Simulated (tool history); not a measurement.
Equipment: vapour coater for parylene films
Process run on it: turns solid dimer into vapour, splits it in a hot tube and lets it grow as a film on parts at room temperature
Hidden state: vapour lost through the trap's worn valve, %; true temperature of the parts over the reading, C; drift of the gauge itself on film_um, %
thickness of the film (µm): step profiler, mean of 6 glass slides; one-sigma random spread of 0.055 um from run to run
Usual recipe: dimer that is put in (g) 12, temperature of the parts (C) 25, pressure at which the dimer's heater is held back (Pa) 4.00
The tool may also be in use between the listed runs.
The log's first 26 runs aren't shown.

| run | hour | dimer that is put in (g) | temperature of the parts (C) | pressure at which the dimer's heater is held back (Pa) | hours of work since the trap's valve was overhauled | hours of work since the table's thermometer was calibrated | thickness of the film (µm) |
|---|---|---|---|---|---|---|---|
| 27 | 331.3 | 12 | 37 | 9.04 | 214 | 369 | 5.70 |
| 28 | 345.3 | 18 | 28 | 5.28 | 227 | 382 | 11.74 |
| 29 | 354.0 | 17 | 26 | 7.98 | 235 | 389 | 11.28 |
| 30 | 362.3 | 10 | 18 | 4.36 | 242 | 397 | 8.85 |
| 31 | 375.6 | 10 | 18 | 2.63 | 254 | 408 | 9.39 |
| 32 | 390.7 | 10 | 18 | 2.63 | 267 | 422 | 9.25 |
| 33 | 406.6 | 10 | 18 | 2.63 | 281 | 436 | 9.18 |
| 34 | 419.2 | 10 | 18 | 2.63 | 292 | 447 | 9.22 |
| 35 | 427.3 | 5 | 18 | 2.36 | 300 | 454 | 4.67 |
| 36 | 442.8 | 8 | 29 | 4.00 | 313 | 468 | 5.17 |
| 37 | 449.3 | 6 | 25 | 3.47 | 319 | 474 | 4.32 |
| 38 | 462.6 | 6 | 25 | 3.47 | 331 | 486 | 4.35 |
| 39 | 470.0 | 12 | 25 | 2.43 | 337 | 492 | 9.09 |
| 40 | 477.6 | 6 | 25 | 7.86 | 344 | 499 | 4.05 |
| 41 | 487.0 | 11 | 32 | 5.38 | 353 | 507 | 6.34 |

Branching from run 41: 5 alternative next runs. What would each branch give?
| A | 496.9 | 12 | 23 | 5.50 | 361 | 516 | ? |
| B | 496.9 | 20 | 28 | 4.00 | 361 | 516 | ? |
| C | 496.9 | 7 | 19 | 4.04 | 361 | 516 | ? |
| D | 496.9 | 11 | 32 | 4.55 | 361 | 516 | ? |
| E | 496.9 | 11 | 36 | 5.38 | 361 | 516 | ? |

| run | thickness of the film (µm) |
|---|---|
| A | 8.75 |
| B | 13.19 |
| C | 5.99 |
| D | 6.42 |
| E | 5.66 |
Without the tool's hidden state the same runs would have given:
| run | thickness of the film (µm) |
|---|---|
| A | 9.00 |
| B | 13.56 |
| C | 6.16 |
| D | 6.61 |
| E | 5.83 |
